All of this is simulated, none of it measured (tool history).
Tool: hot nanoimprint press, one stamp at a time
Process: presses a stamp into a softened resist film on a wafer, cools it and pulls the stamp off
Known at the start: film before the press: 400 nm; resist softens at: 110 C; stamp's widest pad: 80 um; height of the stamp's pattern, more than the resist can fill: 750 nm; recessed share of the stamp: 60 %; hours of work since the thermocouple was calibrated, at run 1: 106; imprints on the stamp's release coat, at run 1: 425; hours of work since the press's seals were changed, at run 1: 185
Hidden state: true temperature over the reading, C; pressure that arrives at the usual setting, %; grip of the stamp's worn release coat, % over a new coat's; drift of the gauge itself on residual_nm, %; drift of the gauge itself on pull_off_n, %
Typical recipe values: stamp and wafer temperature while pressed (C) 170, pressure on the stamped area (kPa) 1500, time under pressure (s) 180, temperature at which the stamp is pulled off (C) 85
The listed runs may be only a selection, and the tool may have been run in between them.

run     day  stamp and wafer temperature while pressed (C)  pressure on the stamped area (kPa)  time under pressure (s)  temperature at which the stamp is pulled off (C)  hours of work since the thermocouple was calibrated  imprints on the stamp's release coat  hours of work since the press's seals were changed  resist left under the stamp's widest pad (Å)  greatest force while the stamp is pulled off (N)
  1   0.000                                            170                                1500                      180                                                85                                                  106                                   425                                                 185                                          2085                                               251
  2   0.988                                            170                                1500                      180                                                85                                                  118                                   475                                                 197                                          2078                                               252
      2.154  -- stamp cleaned and given a new release coat
  3   2.625                                            170                                1500                      180                                                85                                                  136                                    24                                                 215                                          2085                                               234
  4   3.625                                            170                                1500                      165                                                85                                                  148                                    75                                                 228                                          2164                                               241
  5   5.329                                            170                                1500                      165                                                85                                                  170                                   161                                                 249                                          2152                                               243
  6   7.025                                            170                                1500                      180                                                85                                                  191                                   247                                                 270                                          2086                                               240
  7   8.821                                            170                                1500                      180                                                87                                                  214                                   338                                                 293                                          2116                                               246
      9.058  -- plate thermocouple calibrated
  8  10.262                                            170                                1500                      180                                                87                                                   15                                   404                                                 310                                          2107                                               250
  9  11.075                                            178                                1500                      180                                                81                                                   25                                   446                                                 320                                          1515                                               260
     12.846  -- stamp cleaned and given a new release coat
 10  12.867                                            178                                1500                      180                                                81                                                   45                                     1                                                 339                                          1501                                               241
 11  14.304                                            178                                1500                      180                                                81                                                   63                                    74                                                 358                                          1487                                               248
 12  15.729                                            182                                1040                      268                                                83                                                   81                                   146                                                 376                                          1242                                               249
 13  17.417                                            174                                1500                      180                                                75                                                  102                                   231                                                 397                                          1791                                               267
 14  18.467                                            174                                1340                      165                                                72                                                  116                                   284                                                 410                                          1931                                               271
     19.875  -- plate thermocouple calibrated, once more
 15  20.221                                            166                                1470                      190                                                82                                                    4                                   367                                                 431                                          2468                                               256

What if the next run were any one of these 3? Each begins from the tool's condition after run 15:
  A  21.712                                            159                                1470                      190                                                82                                                   23                                   442                                                 450                                             ?                                                 ?
  B  21.712                                            166                                1470                      190                                                89                                                   23                                   442                                                 450                                             ?                                                 ?
  C  21.712                                            169                                1470                      190                                                82                                                   23                                   442                                                 450                                             ?                                                 ?

run  resist left under the stamp's widest pad (Å)  greatest force while the stamp is pulled off (N)
  A                                          3093                                               263
  B                                          2494                                               248
  C                                          2187                                               260
With the hidden condition removed and each run's random variation left untouched, the same runs would have given:
run  resist left under the stamp's widest pad (Å)  greatest force while the stamp is pulled off (N)
  A                                          3056                                               245
  B                                          2451                                               231
  C                                          2145                                               243
